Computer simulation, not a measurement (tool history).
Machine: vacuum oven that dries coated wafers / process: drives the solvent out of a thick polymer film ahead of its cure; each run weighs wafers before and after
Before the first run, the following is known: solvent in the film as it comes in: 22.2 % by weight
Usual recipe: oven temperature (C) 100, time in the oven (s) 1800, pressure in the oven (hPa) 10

{"run": 1, "day": 0.0, "oven temperature (C)": 100, "time in the oven (s)": 1800, "pressure in the oven (hPa)": 10, "solvent left in the film (%)": 2.72}
{"run": 2, "day": 0.9, "oven temperature (C)": 100, "time in the oven (s)": 1800, "pressure in the oven (hPa)": 10, "solvent left in the film (%)": 2.75}
{"run": 3, "day": 2.283, "oven temperature (C)": 100, "time in the oven (s)": 1800, "pressure in the oven (hPa)": 10, "solvent left in the film (%)": 2.68}
{"run": 4, "day": 3.579, "oven temperature (C)": 100, "time in the oven (s)": 1800, "pressure in the oven (hPa)": 10, "solvent left in the film (%)": 2.74}
{"run": 5, "day": 5.012, "oven temperature (C)": 100, "time in the oven (s)": 1800, "pressure in the oven (hPa)": 9, "solvent left in the film (%)": 2.72}
{"run": 6, "day": 5.783, "oven temperature (C)": 100, "time in the oven (s)": 1800, "pressure in the oven (hPa)": 9, "solvent left in the film (%)": 2.74}
{"run": 7, "day": 7.038, "oven temperature (C)": 100, "time in the oven (s)": 1800, "pressure in the oven (hPa)": 9, "solvent left in the film (%)": 2.68}
{"run": 8, "day": 8.217, "oven temperature (C)": 106, "time in the oven (s)": 1800, "pressure in the oven (hPa)": 10, "solvent left in the film (%)": 1.38}
{"run": 9, "day": 9.438, "oven temperature (C)": 100, "time in the oven (s)": 1800, "pressure in the oven (hPa)": 10, "solvent left in the film (%)": 2.78}
{"run": 10, "day": 10.1, "oven temperature (C)": 100, "time in the oven (s)": 1800, "pressure in the oven (hPa)": 21.6, "solvent left in the film (%)": 3.2}
{"run": 11, "day": 11.404, "oven temperature (C)": 100, "time in the oven (s)": 1800, "pressure in the oven (hPa)": 10, "solvent left in the film (%)": 2.74}
{"run": 12, "day": 12.8, "oven temperature (C)": 100, "time in the oven (s)": 1800, "pressure in the oven (hPa)": 10, "solvent left in the film (%)": 2.75}
{"run": 13, "day": 13.504, "oven temperature (C)": 100, "time in the oven (s)": 1800, "pressure in the oven (hPa)": 10, "solvent left in the film (%)": 2.71}
{"day": 13.646, "done": "vacuum gauge cleaned of residue and calibrated"}
{"run": 14, "day": 14.621, "oven temperature (C)": 100, "time in the oven (s)": 1800, "pressure in the oven (hPa)": 10, "solvent left in the film (%)": 2.73}
{"run": 15, "day": 15.95, "oven temperature (C)": 113, "time in the oven (s)": 2580, "pressure in the oven (hPa)": 38.9, "solvent left in the film (%)": 1.12}
{"run": 16, "day": 17.388, "oven temperature (C)": 113, "time in the oven (s)": 2580, "pressure in the oven (hPa)": 38.9, "solvent left in the film (%)": 1.19}
{"run": 17, "day": 18.712, "oven temperature (C)": 113, "time in the oven (s)": 2580, "pressure in the oven (hPa)": 38.9, "solvent left in the film (%)": 1.18}
{"run": 18, "day": 19.492, "oven temperature (C)": 113, "time in the oven (s)": 2580, "pressure in the oven (hPa)": 38.9, "solvent left in the film (%)": 1.13}
{"day": 20.079, "done": "vacuum gauge cleaned of residue and calibrated, once more"}
{"run": 19, "day": 20.388, "oven temperature (C)": 113, "time in the oven (s)": 2580, "pressure in the oven (hPa)": 38.9, "solvent left in the film (%)": 1.1}
{"run": 20, "day": 21.583, "oven temperature (C)": 113, "time in the oven (s)": 2580, "pressure in the oven (hPa)": 38.9, "solvent left in the film (%)": 1.14}
{"run": 21, "day": 22.342, "oven temperature (C)": 88, "time in the oven (s)": 1980, "pressure in the oven (hPa)": 5.4, "solvent left in the film (%)": 6.15}
{"run": 22, "day": 23.279, "oven temperature (C)": 92, "time in the oven (s)": 1980, "pressure in the oven (hPa)": 5.4, "solvent left in the film (%)": 4.58}
{"run": 23, "day": 24.5, "oven temperature (C)": 108, "time in the oven (s)": 1020, "pressure in the oven (hPa)": 32.6, "solvent left in the film (%)": 3.92}
{"run": 24, "day": 25.629, "oven temperature (C)": 89, "time in the oven (s)": 1800, "pressure in the oven (hPa)": 26.8, "solvent left in the film (%)": 7.36}
{"run": 25, "day": 26.421, "oven temperature (C)": 89, "time in the oven (s)": 1800, "pressure in the oven (hPa)": 26.8, "solvent left in the film (%)": 7.38}
{"run": 26, "day": 27.708, "oven temperature (C)": 101, "time in the oven (s)": 1140, "pressure in the oven (hPa)": 38.7, "solvent left in the film (%)": 5.81}

Subtracting, for every run, the result it would have given without the tool's unlogged condition from the measured result gives the following. The same run-to-run variation enters both numbers; the gauge's scatter may not:
What the log doesn't record here: true wafer temperature over the reading, C; true pressure over the reading, kPa; drift of the gauge itself on solvent_pct, %.
run=1 solvent_left_in_the_film_(%)=+0.08
run=2 solvent_left_in_the_film_(%)=+0.08
run=3 solvent_left_in_the_film_(%)=+0.09
run=4 solvent_left_in_the_film_(%)=+0.1
run=5 solvent_left_in_the_film_(%)=+0.1
run=6 solvent_left_in_the_film_(%)=+0.1
run=7 solvent_left_in_the_film_(%)=+0.1
run=8 solvent_left_in_the_film_(%)=+0.08
run=9 solvent_left_in_the_film_(%)=+0.12
run=10 solvent_left_in_the_film_(%)=+0.12
run=11 solvent_left_in_the_film_(%)=+0.12
run=12 solvent_left_in_the_film_(%)=+0.13
run=13 solvent_left_in_the_film_(%)=+0.13
run=14 solvent_left_in_the_film_(%)=+0.14
run=15 solvent_left_in_the_film_(%)=+0.06
run=16 solvent_left_in_the_film_(%)=+0.07
run=17 solvent_left_in_the_film_(%)=+0.07
run=18 solvent_left_in_the_film_(%)=+0.06
run=19 solvent_left_in_the_film_(%)=+0.02
run=20 solvent_left_in_the_film_(%)=+0.02
run=21 solvent_left_in_the_film_(%)=+0.15
run=22 solvent_left_in_the_film_(%)=+0.14
run=23 solvent_left_in_the_film_(%)=+0.11
run=24 solvent_left_in_the_film_(%)=+0.17
run=25 solvent_left_in_the_film_(%)=+0.17
run=26 solvent_left_in_the_film_(%)=+0.15
